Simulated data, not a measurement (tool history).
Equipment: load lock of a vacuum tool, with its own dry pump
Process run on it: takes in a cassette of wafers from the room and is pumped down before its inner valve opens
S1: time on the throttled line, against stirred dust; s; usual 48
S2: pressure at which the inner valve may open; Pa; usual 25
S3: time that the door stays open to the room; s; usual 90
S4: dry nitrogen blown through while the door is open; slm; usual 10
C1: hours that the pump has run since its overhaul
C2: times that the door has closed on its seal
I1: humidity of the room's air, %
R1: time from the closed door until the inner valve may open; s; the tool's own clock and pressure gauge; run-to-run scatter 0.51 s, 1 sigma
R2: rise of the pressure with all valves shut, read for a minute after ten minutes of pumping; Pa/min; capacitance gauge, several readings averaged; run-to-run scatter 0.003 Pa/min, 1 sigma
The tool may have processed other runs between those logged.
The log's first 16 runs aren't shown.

run 17 hour=1192 | S1=48 S2=25 S3=90 S4=8 | C1=3454 C2=8142 | I1=45.8 | R1=69.4 R2=0.104
run 18 hour=1288.3 | S1=48 S2=45 S3=90 S4=8 | C1=3550 C2=8457 | I1=47.8 | R1=68.3 R2=0.107
run 19 hour=1386.5 | S1=48 S2=45 S3=90 S4=8 | C1=3649 C2=8777 | I1=45.4 | R1=68.7 R2=0.111
run 20 hour=1470.9 | S1=48 S2=45 S3=90 S4=8 | C1=3733 C2=9053 | I1=48.5 | R1=68.7 R2=0.113
run 21 hour=1553.1 | S1=48 S2=45 S3=90 S4=8 | C1=3815 C2=9322 | I1=44.4 | R1=68.3 R2=0.117
run 22 hour=1610.1 | S1=48 S2=45 S3=90 S4=8 | C1=3872 C2=9508 | I1=41.5 | R1=70 R2=0.119
run 23 hour=1709.9 | S1=48 S2=45 S3=90 S4=8 | C1=3972 C2=9834 | I1=46.5 | R1=68.2 R2=0.126
run 24 hour=1794.8 | S1=40 S2=29 S3=59 S4=4 | C1=4057 C2=10111 | I1=42.4 | R1=62.7 R2=0.13
run 25 hour=1862.4 | S1=50 S2=44 S3=51 S4=4 | C1=4125 C2=10332 | I1=45.2 | R1=71.1 R2=0.131
run 26 hour=1956.1 | S1=49 S2=30 S3=27 S4=36 | C1=4218 C2=10638 | I1=44.7 | R1=71.8 R2=0.109
run 27 hour=2023.2 | S1=49 S2=30 S3=27 S4=36 | C1=4285 C2=10857 | I1=41.7 | R1=70.6 R2=0.111
run 28 hour=2096.9 | S1=49 S2=30 S3=27 S4=36 | C1=4359 C2=11098 | I1=46.7 | R1=70.8 R2=0.117
run 29 hour=2172.8 | S1=82 S2=21 S3=56 S4=10 | C1=4435 C2=11346 | I1=44.1 | R1=101.5 R2=0.137
run 30 hour=2273.1 | S1=33 S2=25 S3=90 S4=7 | C1=4535 C2=11674 | I1=47.9 | R1=57.7 R2=0.154
run 31 hour=2372.9 | S1=33 S2=25 S3=90 S4=7 | C1=4635 C2=12000 | I1=50.7 | R1=57.8 R2=0.162
run 32 hour=2478.8 | S1=27 S2=21 S3=90 S4=26 | C1=4741 C2=12346 | I1=44 | R1=52.8 R2=0.143
run 33 hour=2585 | S1=27 S2=21 S3=90 S4=26 | C1=4847 C2=12693 | I1=44.3 | R1=53 R2=0.148
run 34 hour=2701 | S1=40 S2=21 S3=42 S4=5 | C1=4963 C2=13072 | I1=42.6 | R1=63.3 R2=0.163
run 35 hour=2748.7 | S1=40 S2=19 S3=42 S4=4 | C1=5011 C2=13228 | I1=44.4 | R1=64.6 R2=0.168
run 36 hour=2826.3 | S1=40 S2=19 S3=42 S4=4 | C1=5088 C2=13481 | I1=45.4 | R1=64.9 R2=0.179
run 37 hour=2878.7 | S1=95 S2=50 S3=42 S4=4 | C1=5141 C2=13653 | I1=43.3 | R1=109.9 R2=0.173

Consider 3 possible next runs. They are alternatives, not a sequence: every one starts from the tool as it was left by run 37. What does each give?
run A hour=2978.7 | S1=32 S2=27 S3=65 S4=10 | C1=5241 C2=13979 | I1=45 | R1=? R2=?
run B hour=2978.7 | S1=26 S2=25 S3=90 S4=10 | C1=5241 C2=13979 | I1=45.1 | R1=? R2=?
run C hour=2978.7 | S1=48 S2=37 S3=36 S4=6 | C1=5241 C2=13979 | I1=45.6 | R1=? R2=?

run=A R1=57.1 R2=0.176
run=B R1=52.3 R2=0.179
run=C R1=69.5 R2=0.179
Take away the tool's hidden state, keep each run's random variation, and the runs would have read:
run=A R1=55.1 R2=0.029
run=B R1=50.2 R2=0.03
run=C R1=67.8 R2=0.029
